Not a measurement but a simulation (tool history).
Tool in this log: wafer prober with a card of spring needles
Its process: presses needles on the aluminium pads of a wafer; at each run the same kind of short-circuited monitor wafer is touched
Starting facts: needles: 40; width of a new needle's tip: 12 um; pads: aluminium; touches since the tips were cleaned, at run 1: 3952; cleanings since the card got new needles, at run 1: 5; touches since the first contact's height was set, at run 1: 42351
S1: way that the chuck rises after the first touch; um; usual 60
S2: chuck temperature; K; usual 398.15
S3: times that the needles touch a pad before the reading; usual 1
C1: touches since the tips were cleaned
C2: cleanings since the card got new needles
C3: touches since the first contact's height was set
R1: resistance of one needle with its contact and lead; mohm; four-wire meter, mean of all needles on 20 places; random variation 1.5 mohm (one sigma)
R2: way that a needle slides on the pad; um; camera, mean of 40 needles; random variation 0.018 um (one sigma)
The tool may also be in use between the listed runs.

{"run": 1, "hour": 0.0, "S1": 60, "S2": 398.15, "S3": 1, "C1": 3952, "C2": 5, "C3": 42351, "R1": 136, "R2": 7.36}
{"hour": 9.5, "done": "tips cleaned on abrasive film"}
{"run": 2, "hour": 18.8, "S1": 60, "S2": 302.15, "S3": 1, "C1": 2819, "C2": 6, "C3": 48033, "R1": 120, "R2": 7.4}
{"run": 3, "hour": 28.0, "S1": 60, "S2": 302.15, "S3": 1, "C1": 5614, "C2": 6, "C3": 50828, "R1": 124, "R2": 7.37}
{"hour": 32.0, "done": "tips cleaned on abrasive film"}
{"run": 4, "hour": 39.4, "S1": 60, "S2": 302.15, "S3": 1, "C1": 2239, "C2": 7, "C3": 54276, "R1": 123, "R2": 7.38}
{"run": 5, "hour": 54.1, "S1": 60, "S2": 398.15, "S3": 1, "C1": 6712, "C2": 7, "C3": 58749, "R1": 136, "R2": 7.34}
{"hour": 55.3, "done": "tips cleaned on abrasive film"}
{"run": 6, "hour": 70.4, "S1": 60, "S2": 398.15, "S3": 1, "C1": 4608, "C2": 8, "C3": 63678, "R1": 137, "R2": 7.41}
{"hour": 78.2, "done": "tips cleaned on abrasive film"}
{"run": 7, "hour": 87.6, "S1": 60, "S2": 398.15, "S3": 1, "C1": 2859, "C2": 9, "C3": 68880, "R1": 138, "R2": 7.38}
{"hour": 101.5, "done": "tips cleaned on abrasive film"}
{"run": 8, "hour": 101.5, "S1": 60, "S2": 398.15, "S3": 1, "C1": 0, "C2": 10, "C3": 73082, "R1": 138, "R2": 7.39}
{"run": 9, "hour": 114.3, "S1": 53, "S2": 398.15, "S3": 1, "C1": 3891, "C2": 10, "C3": 76973, "R1": 141, "R2": 6.53}
{"run": 10, "hour": 122.9, "S1": 53, "S2": 398.15, "S3": 1, "C1": 6515, "C2": 10, "C3": 79597, "R1": 140, "R2": 6.48}
{"hour": 124.4, "done": "tips cleaned on abrasive film"}
{"run": 11, "hour": 131.3, "S1": 53, "S2": 398.15, "S3": 1, "C1": 2115, "C2": 11, "C3": 82126, "R1": 137, "R2": 6.52}
{"run": 12, "hour": 146.2, "S1": 53, "S2": 398.15, "S3": 1, "C1": 6629, "C2": 11, "C3": 86640, "R1": 139, "R2": 6.5}
{"hour": 147.2, "done": "tips cleaned on abrasive film"}
{"run": 13, "hour": 163.7, "S1": 53, "S2": 398.15, "S3": 1, "C1": 5010, "C2": 12, "C3": 91929, "R1": 139, "R2": 6.53}
{"hour": 170.3, "done": "tips cleaned on abrasive film"}
{"run": 14, "hour": 181.9, "S1": 53, "S2": 398.15, "S3": 1, "C1": 3506, "C2": 13, "C3": 97431, "R1": 141, "R2": 6.52}
{"hour": 192.8, "done": "tips cleaned on abrasive film"}
{"run": 15, "hour": 200.0, "S1": 53, "S2": 398.15, "S3": 1, "C1": 2205, "C2": 14, "C3": 102921, "R1": 137, "R2": 6.49}
{"run": 16, "hour": 212.6, "S1": 53, "S2": 322.15, "S3": 1, "C1": 6049, "C2": 14, "C3": 106765, "R1": 129, "R2": 6.5}
{"hour": 215.3, "done": "tips cleaned on abrasive film"}
{"run": 17, "hour": 226.4, "S1": 53, "S2": 322.15, "S3": 1, "C1": 3375, "C2": 15, "C3": 110909, "R1": 126, "R2": 6.5}
{"hour": 238.1, "done": "tips cleaned on abrasive film"}
{"run": 18, "hour": 242.8, "S1": 69, "S2": 304.15, "S3": 1, "C1": 1428, "C2": 16, "C3": 115870, "R1": 122, "R2": 8.48}
{"run": 19, "hour": 259.2, "S1": 69, "S2": 322.15, "S3": 2, "C1": 6430, "C2": 16, "C3": 120872, "R1": 124, "R2": 8.51}
{"hour": 261.0, "done": "tips cleaned on abrasive film"}
{"run": 20, "hour": 276.9, "S1": 69, "S2": 322.15, "S3": 2, "C1": 4837, "C2": 17, "C3": 126221, "R1": 125, "R2": 8.5}
{"hour": 283.6, "done": "tips cleaned on abrasive film"}
{"run": 21, "hour": 292.3, "S1": 59, "S2": 376.15, "S3": 2, "C1": 2655, "C2": 18, "C3": 130876, "R1": 134, "R2": 7.24}
{"hour": 306.7, "done": "tips cleaned on abrasive film"}
{"run": 22, "hour": 308.5, "S1": 59, "S2": 376.15, "S3": 2, "C1": 560, "C2": 19, "C3": 135785, "R1": 134, "R2": 7.23}
{"run": 23, "hour": 319.8, "S1": 59, "S2": 376.15, "S3": 1, "C1": 3981, "C2": 19, "C3": 139206, "R1": 134, "R2": 7.28}
{"hour": 329.4, "done": "tips cleaned on abrasive film"}
{"run": 24, "hour": 335.7, "S1": 60, "S2": 327.15, "S3": 1, "C1": 1896, "C2": 20, "C3": 144013, "R1": 126, "R2": 7.4}
{"run": 25, "hour": 349.6, "S1": 66, "S2": 321.15, "S3": 1, "C1": 6123, "C2": 20, "C3": 148240, "R1": 125, "R2": 8.13}
{"hour": 352.4, "done": "tips cleaned on abrasive film"}
{"run": 26, "hour": 361.9, "S1": 66, "S2": 321.15, "S3": 1, "C1": 2882, "C2": 21, "C3": 151953, "R1": 124, "R2": 8.13}
{"hour": 374.6, "done": "tips cleaned on abrasive film"}
{"run": 27, "hour": 375.0, "S1": 78, "S2": 356.15, "S3": 3, "C1": 127, "C2": 22, "C3": 155921, "R1": 129, "R2": 9.58}
{"run": 28, "hour": 393.2, "S1": 52, "S2": 366.15, "S3": 1, "C1": 5660, "C2": 22, "C3": 161454, "R1": 134, "R2": 6.41}
{"hour": 397.8, "done": "tips cleaned on abrasive film"}
{"run": 29, "hour": 401.8, "S1": 52, "S2": 366.15, "S3": 1, "C1": 1210, "C2": 23, "C3": 164032, "R1": 133, "R2": 6.4}
{"run": 30, "hour": 418.9, "S1": 52, "S2": 366.15, "S3": 1, "C1": 6432, "C2": 23, "C3": 169254, "R1": 135, "R2": 6.4}
{"hour": 420.9, "done": "tips cleaned on abrasive film"}
{"run": 31, "hour": 434.4, "S1": 52, "S2": 366.15, "S3": 1, "C1": 4119, "C2": 24, "C3": 173934, "R1": 134, "R2": 6.41}
{"run": 32, "hour": 442.7, "S1": 52, "S2": 366.15, "S3": 1, "C1": 6643, "C2": 24, "C3": 176458, "R1": 136, "R2": 6.41}
{"hour": 443.6, "done": "tips cleaned on abrasive film"}
{"run": 33, "hour": 452.8, "S1": 52, "S2": 366.15, "S3": 1, "C1": 2782, "C2": 25, "C3": 179492, "R1": 137, "R2": 6.38}

Here are 4 independent what-if runs from the current tool condition. What would each one return?
{"run": "A", "hour": 461.3, "S1": 43, "S2": 389.15, "S3": 1, "C1": 5385, "C2": 25, "C3": 182095, "R1": "?", "R2": "?"}
{"run": "B", "hour": 461.3, "S1": 61, "S2": 298.15, "S3": 2, "C1": 5385, "C2": 25, "C3": 182095, "R1": "?", "R2": "?"}
{"run": "C", "hour": 461.3, "S1": 52, "S2": 366.15, "S3": 1, "C1": 5385, "C2": 25, "C3": 182095, "R1": "?", "R2": "?"}
{"run": "D", "hour": 461.3, "S1": 51, "S2": 299.15, "S3": 2, "C1": 5385, "C2": 25, "C3": 182095, "R1": "?", "R2": "?"}

run=A R1=142 R2=5.27
run=B R1=120 R2=7.50
run=C R1=134 R2=6.40
run=D R1=124 R2=6.21
With the hidden condition removed and each run's random variation left untouched, the same runs would have given:
run=A R1=142 R2=5.27
run=B R1=120 R2=7.51
run=C R1=134 R2=6.40
run=D R1=124 R2=6.22
